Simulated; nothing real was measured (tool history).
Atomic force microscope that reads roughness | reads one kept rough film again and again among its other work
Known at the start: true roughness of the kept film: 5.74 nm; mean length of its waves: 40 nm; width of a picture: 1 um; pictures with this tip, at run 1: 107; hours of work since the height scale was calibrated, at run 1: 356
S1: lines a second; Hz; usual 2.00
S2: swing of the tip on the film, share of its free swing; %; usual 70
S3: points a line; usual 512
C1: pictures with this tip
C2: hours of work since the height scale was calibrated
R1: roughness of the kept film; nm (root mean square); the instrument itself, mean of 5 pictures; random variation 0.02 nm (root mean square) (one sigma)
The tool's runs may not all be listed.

run 1 hour=0.0 | S1=2.00 S2=70 S3=512 | C1=107 C2=356 | R1=4.704
run 2 hour=9.5 | S1=2.00 S2=70 S3=512 | C1=122 C2=361 | R1=4.635
run 3 hour=21.9 | S1=2.00 S2=70 S3=512 | C1=142 C2=368 | R1=4.598
-- hour=30.0 new tip fitted
run 4 hour=40.3 | S1=2.00 S2=70 S3=512 | C1=17 C2=378 | R1=4.906
run 5 hour=59.8 | S1=0.76 S2=70 S3=512 | C1=47 C2=389 | R1=5.005
run 6 hour=69.2 | S1=0.76 S2=70 S3=512 | C1=62 C2=394 | R1=5.012
run 7 hour=85.5 | S1=2.00 S2=57 S3=512 | C1=87 C2=403 | R1=4.927
run 8 hour=98.0 | S1=2.00 S2=57 S3=512 | C1=107 C2=410 | R1=4.887
run 9 hour=110.0 | S1=2.00 S2=57 S3=512 | C1=125 C2=417 | R1=4.818
-- hour=129.2 new tip fitted
run 10 hour=129.2 | S1=2.00 S2=57 S3=512 | C1=0 C2=427 | R1=5.139
run 11 hour=139.4 | S1=2.00 S2=78 S3=512 | C1=15 C2=433 | R1=4.687
run 12 hour=157.9 | S1=2.00 S2=80 S3=512 | C1=44 C2=444 | R1=4.539
run 13 hour=168.3 | S1=2.00 S2=80 S3=512 | C1=61 C2=449 | R1=4.496
run 14 hour=187.4 | S1=2.00 S2=80 S3=512 | C1=90 C2=460 | R1=4.437
run 15 hour=199.0 | S1=2.00 S2=80 S3=512 | C1=109 C2=467 | R1=4.417
run 16 hour=209.7 | S1=2.00 S2=80 S3=512 | C1=125 C2=473 | R1=4.348
-- hour=229.0 new tip fitted
run 17 hour=229.5 | S1=2.00 S2=80 S3=512 | C1=0 C2=483 | R1=4.655
run 18 hour=242.3 | S1=2.00 S2=80 S3=512 | C1=20 C2=491 | R1=4.595
run 19 hour=259.4 | S1=1.58 S2=70 S3=512 | C1=47 C2=500 | R1=4.886
run 20 hour=278.3 | S1=1.58 S2=66 S3=512 | C1=77 C2=511 | R1=4.877
run 21 hour=296.2 | S1=1.58 S2=66 S3=512 | C1=105 C2=521 | R1=4.784
run 22 hour=315.0 | S1=1.18 S2=70 S3=512 | C1=134 C2=531 | R1=4.778
-- hour=328.3 new tip fitted
run 23 hour=331.4 | S1=1.18 S2=70 S3=512 | C1=5 C2=540 | R1=5.121
run 24 hour=342.8 | S1=1.18 S2=70 S3=512 | C1=23 C2=547 | R1=4.986
run 25 hour=356.5 | S1=1.18 S2=70 S3=512 | C1=44 C2=554 | R1=4.977
run 26 hour=374.8 | S1=1.18 S2=70 S3=512 | C1=73 C2=564 | R1=4.922
run 27 hour=389.9 | S1=1.18 S2=70 S3=512 | C1=96 C2=573 | R1=4.856
run 28 hour=404.7 | S1=1.18 S2=70 S3=512 | C1=119 C2=581 | R1=4.755
run 29 hour=420.2 | S1=1.18 S2=70 S3=512 | C1=143 C2=590 | R1=4.745
-- hour=427.4 new tip fitted
run 30 hour=437.0 | S1=1.27 S2=77 S3=512 | C1=15 C2=599 | R1=4.885
run 31 hour=447.6 | S1=0.69 S2=78 S3=662 | C1=32 C2=605 | R1=5.022
run 32 hour=458.4 | S1=0.96 S2=73 S3=431 | C1=48 C2=611 | R1=4.977
run 33 hour=471.3 | S1=2.07 S2=83 S3=512 | C1=68 C2=618 | R1=4.409
run 34 hour=485.1 | S1=2.07 S2=83 S3=512 | C1=90 C2=626 | R1=4.318
run 35 hour=500.5 | S1=2.00 S2=70 S3=925 | C1=114 C2=635 | R1=4.677
run 36 hour=516.1 | S1=1.94 S2=56 S3=301 | C1=138 C2=643 | R1=4.788
run 37 hour=524.6 | S1=1.94 S2=56 S3=893 | C1=152 C2=648 | R1=4.833
-- hour=526.8 new tip fitted
run 38 hour=538.3 | S1=2.13 S2=80 S3=674 | C1=18 C2=655 | R1=4.567
run 39 hour=549.7 | S1=2.00 S2=70 S3=440 | C1=36 C2=662 | R1=4.845
run 40 hour=566.0 | S1=0.83 S2=56 S3=706 | C1=61 C2=671 | R1=5.087
run 41 hour=581.8 | S1=0.53 S2=70 S3=512 | C1=86 C2=680 | R1=5.017
run 42 hour=599.7 | S1=0.53 S2=72 S3=780 | C1=114 C2=690 | R1=4.907
run 43 hour=608.2 | S1=0.53 S2=72 S3=780 | C1=127 C2=695 | R1=4.900
run 44 hour=622.3 | S1=0.53 S2=72 S3=780 | C1=149 C2=702 | R1=4.849
-- hour=625.8 new tip fitted
run 45 hour=630.7 | S1=2.00 S2=70 S3=375 | C1=8 C2=707 | R1=4.924
run 46 hour=649.1 | S1=2.07 S2=59 S3=512 | C1=37 C2=717 | R1=5.024
run 47 hour=664.2 | S1=2.07 S2=56 S3=290 | C1=60 C2=726 | R1=4.994
run 48 hour=672.4 | S1=0.67 S2=70 S3=267 | C1=73 C2=730 | R1=4.978
run 49 hour=685.8 | S1=0.67 S2=70 S3=267 | C1=94 C2=738 | R1=4.897
run 50 hour=699.4 | S1=2.00 S2=78 S3=512 | C1=115 C2=745 | R1=4.446
run 51 hour=708.2 | S1=0.58 S2=64 S3=301 | C1=129 C2=750 | R1=4.921
-- hour=724.3 new tip fitted
run 52 hour=727.2 | S1=0.58 S2=64 S3=301 | C1=5 C2=761 | R1=5.199

Hidden state at the last listed run before each entry between runs and at the first one after, where it differs:
Between runs 3 and 4: new tip fitted (hour 30.0)
  radius of the tip, nm: 10.4 -> 5.7
  measured less the result without the state, R1: -0.317 -> -0.036 nm (root mean square)
Between runs 9 and 10: new tip fitted (hour 129.2)
  radius of the tip, nm: 9.9 -> 5.1; height scale over the true one, %: 0.27 -> 0.28
  measured less the result without the state, R1: -0.300 -> +0.006 nm (root mean square)
Between runs 16 and 17: new tip fitted (hour 229.0)
  radius of the tip, nm: 10 -> 5.2; height scale over the true one, %: 0.31 -> 0.32
  measured less the result without the state, R1: -0.271 -> +0.005 nm (root mean square)
Between runs 22 and 23: new tip fitted (hour 328.3)
  radius of the tip, nm: 10.5 -> 5.6
  measured less the result without the state, R1: -0.327 -> -0.024 nm (root mean square)
Between runs 29 and 30: new tip fitted (hour 427.4)
  radius of the tip, nm: 10.8 -> 5.6; height scale over the true one, %: 0.4 -> 0.41
  measured less the result without the state, R1: -0.344 -> -0.017 nm (root mean square)
Between runs 37 and 38: new tip fitted (hour 526.8)
  radius of the tip, nm: 10.9 -> 6.1; height scale over the true one, %: 0.44 -> 0.45
  measured less the result without the state, R1: -0.352 -> -0.043 nm (root mean square)
Between runs 44 and 45: new tip fitted (hour 625.8)
  radius of the tip, nm: 11.3 -> 5.4
  measured less the result without the state, R1: -0.380 -> -0.005 nm (root mean square)
Between runs 51 and 52: new tip fitted (hour 724.3)
  radius of the tip, nm: 10.1 -> 5.6
  measured less the result without the state, R1: -0.304 -> -0.017 nm (root mean square)
